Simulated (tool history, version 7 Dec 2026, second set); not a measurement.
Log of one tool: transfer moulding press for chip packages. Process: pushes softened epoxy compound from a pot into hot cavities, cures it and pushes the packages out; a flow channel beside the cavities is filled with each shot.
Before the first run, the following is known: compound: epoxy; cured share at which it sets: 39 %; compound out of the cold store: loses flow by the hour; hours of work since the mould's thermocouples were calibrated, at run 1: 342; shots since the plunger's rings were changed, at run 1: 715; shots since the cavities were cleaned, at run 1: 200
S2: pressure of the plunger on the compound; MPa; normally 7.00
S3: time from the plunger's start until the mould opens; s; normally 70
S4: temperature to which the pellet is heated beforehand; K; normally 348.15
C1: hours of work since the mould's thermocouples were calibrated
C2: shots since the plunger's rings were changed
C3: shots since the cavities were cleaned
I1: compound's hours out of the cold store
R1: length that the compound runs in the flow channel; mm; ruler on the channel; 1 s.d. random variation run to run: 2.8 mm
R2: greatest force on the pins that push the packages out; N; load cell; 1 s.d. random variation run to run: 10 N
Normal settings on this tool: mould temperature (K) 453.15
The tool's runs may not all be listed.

run 1 day=0.000 | mould_temperature_(K)=453.15 S2=7.00 S3=70 S4=348.15 | C1=342 C2=715 C3=200 | I1=45.2 | R1=864 R2=600
-- day=0.596 cavities cleaned with cleaning compound and waxed
run 2 day=0.833 | mould_temperature_(K)=453.15 S2=7.00 S3=70 S4=348.15 | C1=356 C2=1026 C3=96 | I1=23.0 | R1=934 R2=562
-- day=1.733 cavities cleaned with cleaning compound and waxed
run 3 day=1.817 | mould_temperature_(K)=453.15 S2=7.00 S3=70 S4=348.15 | C1=374 C2=1398 C3=34 | I1=24.8 | R1=925 R2=476
-- day=2.842 cavities cleaned with cleaning compound and waxed
run 4 day=3.050 | mould_temperature_(K)=453.15 S2=7.00 S3=70 S4=348.15 | C1=396 C2=1871 C3=84 | I1=20.4 | R1=936 R2=567
run 5 day=3.817 | mould_temperature_(K)=453.15 S2=7.00 S3=70 S4=348.15 | C1=410 C2=2180 C3=393 | I1=8.6 | R1=978 R2=763
-- day=4.000 cavities cleaned with cleaning compound and waxed
-- day=5.158 cavities cleaned with cleaning compound and waxed
run 6 day=5.254 | mould_temperature_(K)=453.15 S2=7.00 S3=70 S4=339.15 | C1=435 C2=2709 C3=38 | I1=20.9 | R1=921 R2=517
run 7 day=6.096 | mould_temperature_(K)=453.15 S2=7.00 S3=70 S4=339.15 | C1=451 C2=3049 C3=378 | I1=47.2 | R1=828 R2=727
-- day=6.279 cavities cleaned with cleaning compound and waxed
-- day=7.254 plunger's sealing rings changed
run 8 day=7.271 | mould_temperature_(K)=453.15 S2=7.00 S3=70 S4=339.15 | C1=470 C2=7 C3=359 | I1=25.4 | R1=941 R2=701
-- day=7.525 cavities cleaned with cleaning compound and waxed
run 9 day=8.404 | mould_temperature_(K)=453.15 S2=7.00 S3=70 S4=339.15 | C1=490 C2=439 C3=356 | I1=37.0 | R1=889 R2=708
-- day=8.617 cavities cleaned with cleaning compound and waxed
run 10 day=9.033 | mould_temperature_(K)=453.15 S2=7.00 S3=70 S4=339.15 | C1=501 C2=668 C3=169 | I1=26.9 | R1=928 R2=617
-- day=9.788 cavities cleaned with cleaning compound and waxed
run 11 day=9.979 | mould_temperature_(K)=453.15 S2=7.00 S3=70 S4=339.15 | C1=518 C2=1024 C3=77 | I1=9.0 | R1=990 R2=549
-- day=10.938 cavities cleaned with cleaning compound and waxed
run 12 day=11.312 | mould_temperature_(K)=453.15 S2=7.00 S3=70 S4=348.15 | C1=542 C2=1538 C3=152 | I1=37.5 | R1=879 R2=592
-- day=12.075 cavities cleaned with cleaning compound and waxed
run 13 day=12.075 | mould_temperature_(K)=453.15 S2=7.00 S3=70 S4=344.15 | C1=555 C2=1820 C3=0 | I1=33.8 | R1=885 R2=467
-- day=13.162 cavities cleaned with cleaning compound and waxed
run 14 day=13.233 | mould_temperature_(K)=455.15 S2=8.43 S3=70 S4=348.15 | C1=576 C2=2261 C3=28 | I1=38.1 | R1=948 R2=477
-- day=13.708 mould's thermocouples calibrated
-- day=14.358 cavities cleaned with cleaning compound and waxed
run 15 day=14.371 | mould_temperature_(K)=447.15 S2=8.43 S3=69 S4=355.15 | C1=11 C2=2661 C3=5 | I1=29.1 | R1=994 R2=719
run 16 day=15.275 | mould_temperature_(K)=447.15 S2=8.43 S3=69 S4=347.15 | C1=28 C2=3028 C3=372 | I1=20.9 | R1=1012 R2=1059
-- day=15.562 cavities cleaned with cleaning compound and waxed
run 17 day=16.225 | mould_temperature_(K)=447.15 S2=8.43 S3=69 S4=347.15 | C1=45 C2=3385 C3=267 | I1=45.6 | R1=924 R2=921
-- day=16.546 plunger's sealing rings changed
-- day=16.758 cavities cleaned with cleaning compound and waxed
run 18 day=17.196 | mould_temperature_(K)=455.15 S2=8.43 S3=69 S4=354.15 | C1=60 C2=238 C3=177 | I1=17.4 | R1=1049 R2=611
-- day=17.925 cavities cleaned with cleaning compound and waxed
run 19 day=18.288 | mould_temperature_(K)=455.15 S2=8.43 S3=69 S4=354.15 | C1=80 C2=653 C3=146 | I1=44.3 | R1=943 R2=544
-- day=19.108 cavities cleaned with cleaning compound and waxed
run 20 day=19.162 | mould_temperature_(K)=458.15 S2=5.54 S3=73 S4=350.15 | C1=95 C2=981 C3=22 | I1=28.3 | R1=808 R2=429
run 21 day=19.808 | mould_temperature_(K)=453.15 S2=5.23 S3=58 S4=342.15 | C1=107 C2=1242 C3=283 | I1=16.7 | R1=823 R2=1094
-- day=20.217 cavities cleaned with cleaning compound and waxed
run 22 day=20.804 | mould_temperature_(K)=452.15 S2=5.23 S3=51 S4=342.15 | C1=125 C2=1618 C3=237 | I1=37.5 | R1=759 R2=1497
-- day=21.371 cavities cleaned with cleaning compound and waxed
run 23 day=22.146 | mould_temperature_(K)=449.15 S2=7.89 S3=69 S4=345.15 | C1=149 C2=2135 C3=313 | I1=16.1 | R1=1012 R2=897
-- day=22.475 cavities cleaned with cleaning compound and waxed
run 24 day=23.454 | mould_temperature_(K)=449.15 S2=7.89 S3=69 S4=345.15 | C1=173 C2=2637 C3=394 | I1=45.3 | R1=901 R2=914
-- day=23.600 cavities cleaned with cleaning compound and waxed
-- day=24.767 cavities cleaned with cleaning compound and waxed
run 25 day=24.854 | mould_temperature_(K)=449.15 S2=6.46 S3=80 S4=348.15 | C1=197 C2=3152 C3=35 | I1=30.5 | R1=851 R2=501
-- day=25.667 plunger's sealing rings changed
-- day=25.979 cavities cleaned with cleaning compound and waxed
run 26 day=26.271 | mould_temperature_(K)=456.15 S2=7.00 S3=70 S4=348.15 | C1=220 C2=219 C3=118 | I1=26.3 | R1=924 R2=537

Here are 4 independent what-if runs from the current tool condition. What would each one return?
-- day=27.133 cavities cleaned with cleaning compound and waxed
run A day=27.554 | mould_temperature_(K)=456.15 S2=7.00 S3=103 S4=348.15 | C1=243 C2=712 C3=170 | I1=14.1 | R1=? R2=?
-- day=27.133 cavities cleaned with cleaning compound and waxed
run B day=27.554 | mould_temperature_(K)=459.15 S2=7.00 S3=94 S4=349.15 | C1=243 C2=712 C3=170 | I1=42.3 | R1=? R2=?
-- day=27.133 cavities cleaned with cleaning compound and waxed
run C day=27.554 | mould_temperature_(K)=446.15 S2=7.65 S3=70 S4=341.15 | C1=243 C2=712 C3=170 | I1=16.7 | R1=? R2=?
-- day=27.133 cavities cleaned with cleaning compound and waxed
run D day=27.554 | mould_temperature_(K)=458.15 S2=7.00 S3=70 S4=356.15 | C1=243 C2=712 C3=170 | I1=12.7 | R1=? R2=?

run=A R1=970 R2=529
run=B R1=868 R2=514
run=C R1=1022 R2=1012
run=D R1=969 R2=543
Had the tool no hidden state, the same runs would have come out as:
run=A R1=980 R2=406
run=B R1=877 R2=395
run=C R1=1033 R2=789
run=D R1=980 R2=419
